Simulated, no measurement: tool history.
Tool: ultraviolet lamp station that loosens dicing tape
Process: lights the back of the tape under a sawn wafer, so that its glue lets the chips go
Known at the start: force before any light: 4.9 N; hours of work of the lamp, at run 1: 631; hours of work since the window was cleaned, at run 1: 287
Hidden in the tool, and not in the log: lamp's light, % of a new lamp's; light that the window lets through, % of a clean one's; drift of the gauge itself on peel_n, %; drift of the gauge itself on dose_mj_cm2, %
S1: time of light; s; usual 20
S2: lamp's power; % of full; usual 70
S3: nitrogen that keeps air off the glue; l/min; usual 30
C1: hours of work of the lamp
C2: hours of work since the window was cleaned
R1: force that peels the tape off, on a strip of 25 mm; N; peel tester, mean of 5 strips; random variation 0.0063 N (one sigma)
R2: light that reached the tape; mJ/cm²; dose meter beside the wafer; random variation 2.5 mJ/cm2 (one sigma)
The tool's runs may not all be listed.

Run 1, day 0: usual settings; C1 631; C2 287. Result: R1 0.207 N, R2 314 mJ/cm².
Run 2, day 3.054: usual settings; C1 661; C2 317. Result: R1 0.198 N, R2 311 mJ/cm².
Run 3, day 6.05: usual settings; C1 691; C2 347. Result: R1 0.202 N, R2 309 mJ/cm².
At day 8.775: window cleaned of glue's vapour.
Run 4, day 9.625: usual settings; C1 726; C2 8. Result: R1 0.201 N, R2 314 mJ/cm².
Run 5, day 11.783: usual settings; C1 748; C2 30. Result: R1 0.197 N, R2 312 mJ/cm².
Run 6, day 13.425: usual settings but S2 72 % of full; C1 764; C2 46. Result: R1 0.171 N, R2 320 mJ/cm².
At day 15.371: lamp changed.
Run 7, day 17.3: usual settings but S2 72 % of full; C1 19; C2 84. Result: R1 0.178 N, R2 322 mJ/cm².
Run 8, day 20.596: usual settings but S2 72 % of full; C1 52; C2 117. Result: R1 0.184 N, R2 326 mJ/cm².
Run 9, day 22.933: usual settings but S2 72 % of full; C1 75; C2 141. Result: R1 0.173 N, R2 325 mJ/cm².
Run 10, day 24.612: usual settings but S2 72 % of full; C1 92; C2 157. Result: R1 0.197 N, R2 322 mJ/cm².
Run 11, day 28.192: usual settings but S3 15 l/min; C1 128; C2 193. Result: R1 0.312 N, R2 315 mJ/cm².
Run 12, day 31.125: usual settings but S1 19 s; C1 157; C2 222. Result: R1 0.225 N, R2 296 mJ/cm².
Run 13, day 35.033: usual settings but S1 19 s; C1 196; C2 261. Result: R1 0.223 N, R2 297 mJ/cm².
Run 14, day 37.946: usual settings; C1 225; C2 290. Result: R1 0.189 N, R2 314 mJ/cm².
Run 15, day 40.338: usual settings but S3 13 l/min; C1 248; C2 314. Result: R1 0.338 N, R2 314 mJ/cm².
Run 16, day 43.325: usual settings but S3 14 l/min; C1 278; C2 343. Result: R1 0.33 N, R2 310 mJ/cm².
Run 17, day 46.225: usual settings but S3 14 l/min; C1 307; C2 372. Result: R1 0.344 N, R2 312 mJ/cm².
At day 46.45: window cleaned of glue's vapour.
Run 18, day 48.371: usual settings but S3 14 l/min; C1 328; C2 19. Result: R1 0.313 N, R2 317 mJ/cm².
Run 19, day 50.333: usual settings but S3 17 l/min; C1 348; C2 39. Result: R1 0.287 N, R2 313 mJ/cm².
Run 20, day 52.1: usual settings but S3 17 l/min; C1 365; C2 56. Result: R1 0.291 N, R2 313 mJ/cm².
Run 21, day 55.775: usual settings but S3 17 l/min; C1 402; C2 93. Result: R1 0.286 N, R2 319 mJ/cm².
Run 22, day 59.142: usual settings but S3 17 l/min; C1 435; C2 126. Result: R1 0.288 N, R2 311 mJ/cm².
Run 23, day 63.058: usual settings but S1 11 s, S3 20 l/min; C1 474; C2 165. Result: R1 0.888 N, R2 173 mJ/cm².
Run 24, day 66.017: usual settings but S1 38 s, S2 77 % of full, S3 14 l/min; C1 504; C2 195. Result: R1 0.059 N, R2 652 mJ/cm².
Run 25, day 69.879: usual settings but S1 15 s; C1 542; C2 233. Result: R1 0.404 N, R2 236 mJ/cm².
Run 26, day 71.862: usual settings but S3 28 l/min; C1 562; C2 253. Result: R1 0.214 N, R2 315 mJ/cm².
Run 27, day 74.562: usual settings but S1 13 s, S3 20 l/min; C1 589; C2 280. Result: R1 0.674 N, R2 209 mJ/cm².
Run 28, day 77.504: usual settings but S1 13 s, S3 20 l/min; C1 618; C2 309. Result: R1 0.664 N, R2 202 mJ/cm².
Run 29, day 80.567: usual settings but S1 28 s, S2 60 % of full, S3 10 l/min; C1 649; C2 340. Result: R1 0.263 N, R2 369 mJ/cm².
Run 30, day 83.583: usual settings but S1 28 s, S2 62 % of full, S3 10 l/min; C1 679; C2 369. Result: R1 0.261 N, R2 389 mJ/cm².
At day 83.967: window cleaned of glue's vapour.
Run 31, day 86.938: usual settings but S1 28 s, S2 62 % of full, S3 10 l/min; C1 712; C2 30. Result: R1 0.243 N, R2 390 mJ/cm².
Run 32, day 88.925: usual settings but S2 76 % of full, S3 56 l/min; C1 732; C2 49. Result: R1 0.125 N, R2 340 mJ/cm².
Run 33, day 91.988: usual settings but S2 76 % of full, S3 56 l/min; C1 762; C2 80. Result: R1 0.114 N, R2 339 mJ/cm².
At day 94.308: lamp changed.
Run 34, day 94.325: usual settings but S2 76 % of full, S3 56 l/min; C1 0; C2 103. Result: R1 0.118 N, R2 341 mJ/cm².
Run 35, day 98.079: usual settings but S2 76 % of full, S3 56 l/min; C1 38; C2 140. Result: R1 0.119 N, R2 340 mJ/cm².
Run 36, day 100.254: usual settings but S2 76 % of full, S3 56 l/min; C1 59; C2 162. Result: R1 0.121 N, R2 345 mJ/cm².
Run 37, day 102.546: usual settings but S1 33 s, S2 74 % of full, S3 36 l/min; C1 82; C2 184. Result: R1 0.062 N, R2 554 mJ/cm².
Run 38, day 105.1: usual settings but S1 22 s, S2 74 % of full, S3 45 l/min; C1 107; C2 210. Result: R1 0.11 N, R2 363 mJ/cm².
Run 39, day 108.404: usual settings but S1 22 s, S2 74 % of full, S3 45 l/min; C1 140; C2 243. Result: R1 0.12 N, R2 368 mJ/cm².
Run 40, day 110.033: usual settings but S1 22 s, S2 74 % of full, S3 45 l/min; C1 156; C2 259. Result: R1 0.116 N, R2 364 mJ/cm².
Run 41, day 113.712: usual settings but S1 22 s, S2 81 % of full, S3 13 l/min; C1 193; C2 296. Result: R1 0.179 N, R2 397 mJ/cm².
Run 42, day 117.258: usual settings but S1 22 s, S2 86 % of full, S3 13 l/min; C1 228; C2 331. Result: R1 0.16 N, R2 426 mJ/cm².
Run 43, day 120.821: usual settings but S1 22 s, S2 86 % of full, S3 13 l/min; C1 264; C2 366. Result: R1 0.164 N, R2 423 mJ/cm².
At day 121.8: window cleaned of glue's vapour.
Run 44, day 123.283: usual settings but S1 22 s, S2 86 % of full, S3 13 l/min; C1 288; C2 15. Result: R1 0.162 N, R2 424 mJ/cm².

The same runs without the tool's hidden state, with the same run-to-run variation:
run     R1   R2
  1  0.204  316
  2  0.194  313
  3  0.198  311
  4  0.199  316
  5  0.194  314
  6  0.169  321
  7  0.178  323
  8  0.183  327
  9  0.172  326
 10  0.195  323
 11   0.31  316
 12  0.223  297
 13  0.221  298
 14  0.187  315
 15  0.334  316
 16  0.326  312
 17  0.339  313
 18  0.312  318
 19  0.285  314
 20  0.289  314
 21  0.283  320
 22  0.286  312
 23  0.882  174
 24  0.058  656
 25  0.399  237
 26  0.211  317
 27  0.666  211
 28  0.656  204
 29  0.258  372
 30  0.256  392
 31   0.24  391
 32  0.123  342
 33  0.112  340
 34  0.117  342
 35  0.119  340
 36   0.12  345
 37  0.062  556
 38   0.11  364
 39  0.119  369
 40  0.115  366
 41  0.177  399
 42  0.158  429
 43  0.162  425
 44  0.161  425
